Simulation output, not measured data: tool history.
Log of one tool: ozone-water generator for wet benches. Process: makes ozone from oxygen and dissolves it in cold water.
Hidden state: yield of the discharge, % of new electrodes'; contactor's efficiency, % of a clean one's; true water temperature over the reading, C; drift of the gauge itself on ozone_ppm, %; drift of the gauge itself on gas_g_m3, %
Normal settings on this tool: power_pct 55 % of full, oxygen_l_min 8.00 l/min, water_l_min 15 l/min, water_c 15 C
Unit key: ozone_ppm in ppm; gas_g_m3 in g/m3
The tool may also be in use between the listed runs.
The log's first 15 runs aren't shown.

run	day	power_pct	oxygen_l_min	water_l_min	water_c	hours of work since the electrodes were changed	hours of work since the contactor was cleaned	hours of work since the thermometer was calibrated	ozone_ppm	gas_g_m3
16	40.200	72	8.00	15	15	1476	3109	2973	43.8	259.6
17	42.346	71	8.00	15	15	1509	3142	3005	42.9	254.0
18	45.754	51	5.12	13	15	1561	3194	3057	34.6	229.9
19	48.838	91	7.85	14	11	1608	3241	3104	58.6	315.7
20	50.796	91	13.11	10	11	1638	3271	3134	68.8	259.5
21	53.279	44	8.00	15	15	1676	3309	3172	28.6	171.1
22	55.542	44	7.49	15	14	1710	3344	3207	29.3	173.8
23	57.254	44	8.68	15	14	1736	3370	3233	29.1	166.2
24	59.579	44	8.68	15	14	1772	3405	3268	29.2	165.1
25	62.267	97	8.00	15	11	1813	3446	3309	60.0	330.8
26	63.871	46	8.52	13	13	1837	3471	3334	33.4	172.4
27	67.175	97	4.29	11	16	1888	3521	3384	63.6	411.4
28	68.871	97	4.29	11	16	1913	3547	3410	63.4	412.3
29	70.504	61	5.56	9	12	1938	3572	3435	52.9	252.4
30	73.750	61	5.56	9	12	1988	3621	3485	53.3	256.7
31	76.246	43	5.13	13	18	2026	3659	3523	28.8	197.0
32	79.933	43	5.13	13	18	2082	3716	3579	28.5	196.8
# day 82.829: gauge calibrated
33	83.258	43	7.58	13	18	2133	3766	3630	28.9	175.7

Below are 4 alternative next runs, each starting from the tool's condition after run 33. Predict each:
A	86.896	43	7.58	22	18	2188	3822	3685	?	?
B	86.896	58	5.06	20	15	2188	3822	3685	?	?
C	86.896	43	7.58	22	18	2188	3822	3685	?	?
D	86.896	55	8.00	15	8	2188	3822	3685	?	?

run	ozone_ppm	gas_g_m3
A	20.3	173.1
B	28.0	261.1
C	20.7	175.2
D	39.2	208.2
Stripped of hidden state, with their random variation kept, the same runs would have yielded:
run	ozone_ppm	gas_g_m3
A	20.4	173.4
B	28.0	261.7
C	20.7	175.5
D	39.2	208.6

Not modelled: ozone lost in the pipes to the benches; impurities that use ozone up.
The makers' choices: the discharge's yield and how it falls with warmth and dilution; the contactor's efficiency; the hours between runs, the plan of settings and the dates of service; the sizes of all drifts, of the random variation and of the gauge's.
